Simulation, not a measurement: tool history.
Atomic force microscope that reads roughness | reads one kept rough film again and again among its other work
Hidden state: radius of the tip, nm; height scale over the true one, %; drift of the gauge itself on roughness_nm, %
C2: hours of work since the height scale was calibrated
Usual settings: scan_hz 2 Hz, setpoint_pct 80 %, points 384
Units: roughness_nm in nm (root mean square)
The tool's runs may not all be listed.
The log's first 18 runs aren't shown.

run 19 hour=399 | scan_hz=2 setpoint_pct=80 points=923 | pictures_with_this_tip=185 C2=1062 | roughness_nm=2.928
-- hour=403.7 new tip fitted
run 20 hour=425.3 | scan_hz=2 setpoint_pct=80 points=923 | pictures_with_this_tip=54 C2=1080 | roughness_nm=3.694
run 21 hour=439.7 | scan_hz=2.96 setpoint_pct=80 points=384 | pictures_with_this_tip=91 C2=1091 | roughness_nm=3.216
run 22 hour=454.3 | scan_hz=2.67 setpoint_pct=80 points=440 | pictures_with_this_tip=128 C2=1101 | roughness_nm=3.09
run 23 hour=471.6 | scan_hz=0.71 setpoint_pct=56 points=256 | pictures_with_this_tip=171 C2=1114 | roughness_nm=3.405
-- hour=483 new tip fitted
run 24 hour=492.5 | scan_hz=3.81 setpoint_pct=76 points=894 | pictures_with_this_tip=24 C2=1129 | roughness_nm=3.611
run 25 hour=506.2 | scan_hz=1.21 setpoint_pct=78 points=334 | pictures_with_this_tip=58 C2=1139 | roughness_nm=3.827
run 26 hour=535.9 | scan_hz=1.21 setpoint_pct=78 points=334 | pictures_with_this_tip=133 C2=1160 | roughness_nm=3.319
run 27 hour=557.6 | scan_hz=1.21 setpoint_pct=78 points=334 | pictures_with_this_tip=188 C2=1176 | roughness_nm=3.057
-- hour=560.7 new tip fitted
run 28 hour=577.2 | scan_hz=2 setpoint_pct=72 points=338 | pictures_with_this_tip=42 C2=1190 | roughness_nm=3.897
run 29 hour=597.9 | scan_hz=2 setpoint_pct=72 points=408 | pictures_with_this_tip=94 C2=1205 | roughness_nm=3.546
run 30 hour=611.6 | scan_hz=2 setpoint_pct=72 points=408 | pictures_with_this_tip=129 C2=1214 | roughness_nm=3.328
-- hour=639.8 new tip fitted
run 31 hour=640.1 | scan_hz=0.6 setpoint_pct=76 points=384 | pictures_with_this_tip=0 C2=1235 | roughness_nm=4.512
run 32 hour=656.9 | scan_hz=0.58 setpoint_pct=76 points=384 | pictures_with_this_tip=43 C2=1247 | roughness_nm=4.125
run 33 hour=671.3 | scan_hz=1.78 setpoint_pct=74 points=661 | pictures_with_this_tip=79 C2=1257 | roughness_nm=3.641
run 34 hour=696.8 | scan_hz=0.62 setpoint_pct=65 points=691 | pictures_with_this_tip=144 C2=1276 | roughness_nm=3.506
-- hour=718.2 new tip fitted
run 35 hour=722.6 | scan_hz=1.48 setpoint_pct=65 points=691 | pictures_with_this_tip=11 C2=1294 | roughness_nm=4.34

The next listed run, before its measurement:
run 36 hour=736.4 | scan_hz=0.83 setpoint_pct=65 points=691 | pictures_with_this_tip=46 C2=1304 | roughness_nm=?

Run 36 gave roughness_nm 4.133 nm (root mean square).
Without the tool's hidden state the same run would have given roughness_nm 4.691 nm (root mean square).
